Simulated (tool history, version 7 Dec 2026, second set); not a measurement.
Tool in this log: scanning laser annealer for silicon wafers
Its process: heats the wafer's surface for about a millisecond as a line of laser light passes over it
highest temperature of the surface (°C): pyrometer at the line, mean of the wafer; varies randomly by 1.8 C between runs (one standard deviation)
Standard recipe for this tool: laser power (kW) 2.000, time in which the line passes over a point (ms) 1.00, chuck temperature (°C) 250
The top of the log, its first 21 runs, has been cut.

run,hour,laser power (kW),time in which the line passes over a point (ms),chuck temperature (°C),hours of work since the window was cleaned,hours of work since the power meter was calibrated,hours of work since the optics were aligned,highest temperature of the surface (°C)
22,815.6,1.973,1.09,245,48,754,806,1078
23,844.4,1.973,1.09,245,65,770,823,1081
24,871.4,2.000,0.73,268,80,786,838,969
25,918.0,1.784,1.25,272,107,812,865,1065
26,952.4,2.111,1.25,260,126,832,884,1226
27,973.9,2.111,1.25,260,138,844,896,1228
28,1006.6,2.111,0.74,260,157,863,915,1015
29,1045.6,2.000,0.79,250,179,885,937,976
# hour 1063.3: optics aligned, line set to its width
30,1102.2,2.000,0.79,250,209,914,22,981
31,1141.0,1.897,0.80,227,231,936,44,918
32,1173.3,1.771,1.00,270,249,955,63,976
33,1194.9,1.928,1.00,232,261,967,75,1010

What will run 34 give?
34,1224.3,1.751,1.04,258,278,984,92,?

Run 34 yielded highest temperature of the surface (°C) 969.
With the hidden condition absent and the run-to-run variation left alone, this run would have shown highest temperature of the surface (°C) 970.
